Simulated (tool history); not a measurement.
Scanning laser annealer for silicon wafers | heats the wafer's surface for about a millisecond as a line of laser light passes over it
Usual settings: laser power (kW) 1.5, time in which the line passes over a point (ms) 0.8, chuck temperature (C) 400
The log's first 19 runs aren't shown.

| run | day | laser power (kW) | time in which the line passes over a point (ms) | chuck temperature (C) | highest temperature of the surface (C) |
|---|---|---|---|---|---|
| 20 | 6.267 | 1.5 | 0.8 | 400 | 1131 |
| 21 | 6.679 | 1.498 | 0.989 | 436 | 1245 |
| 22 | 7.071 | 1.498 | 0.989 | 436 | 1240 |
| 23 | 7.512 | 1.498 | 0.989 | 436 | 1243 |
| 24 | 7.896 | 1.587 | 0.8 | 434 | 1213 |
| 25 | 8.092 | 1.5 | 0.9 | 400 | 1164 |
| 26 | 8.3 | 1.5 | 0.9 | 400 | 1164 |
| 27 | 8.508 | 1.442 | 0.913 | 400 | 1134 |
| 28 | 8.95 | 1.382 | 0.8 | 424 | 1072 |
| 29 | 9.262 | 1.497 | 0.8 | 400 | 1119 |
|  | 9.512 | window over the wafer cleaned |
| 30 | 9.779 | 1.497 | 0.8 | 400 | 1158 |
| 31 | 10.183 | 1.497 | 0.8 | 400 | 1160 |
| 32 | 10.588 | 1.407 | 0.588 | 394 | 995 |
| 33 | 11.025 | 1.53 | 0.8 | 400 | 1182 |
| 34 | 11.246 | 1.53 | 0.8 | 400 | 1179 |
| 35 | 11.492 | 1.64 | 0.955 | 428 | 1356 |
| 36 | 11.771 | 1.461 | 0.764 | 407 | 1126 |
| 37 | 12.1 | 1.461 | 0.764 | 407 | 1124 |
| 38 | 12.338 | 1.461 | 0.764 | 407 | 1125 |
| 39 | 12.717 | 1.461 | 0.764 | 407 | 1121 |
| 40 | 13.117 | 1.5 | 0.569 | 400 | 1042 |

Forecast each of these 3 alternatives for the next run:
| A | 13.492 | 1.279 | 0.8 | 382 | ? |
| B | 13.492 | 1.648 | 0.71 | 397 | ? |
| C | 13.492 | 1.5 | 0.663 | 400 | ? |

| run | highest temperature of the surface (C) |
|---|---|
| A | 998 |
| B | 1198 |
| C | 1086 |
Without the tool's hidden state the same runs would have given:
| run | highest temperature of the surface (C) |
|---|---|
| A | 1013 |
| B | 1217 |
| C | 1102 |

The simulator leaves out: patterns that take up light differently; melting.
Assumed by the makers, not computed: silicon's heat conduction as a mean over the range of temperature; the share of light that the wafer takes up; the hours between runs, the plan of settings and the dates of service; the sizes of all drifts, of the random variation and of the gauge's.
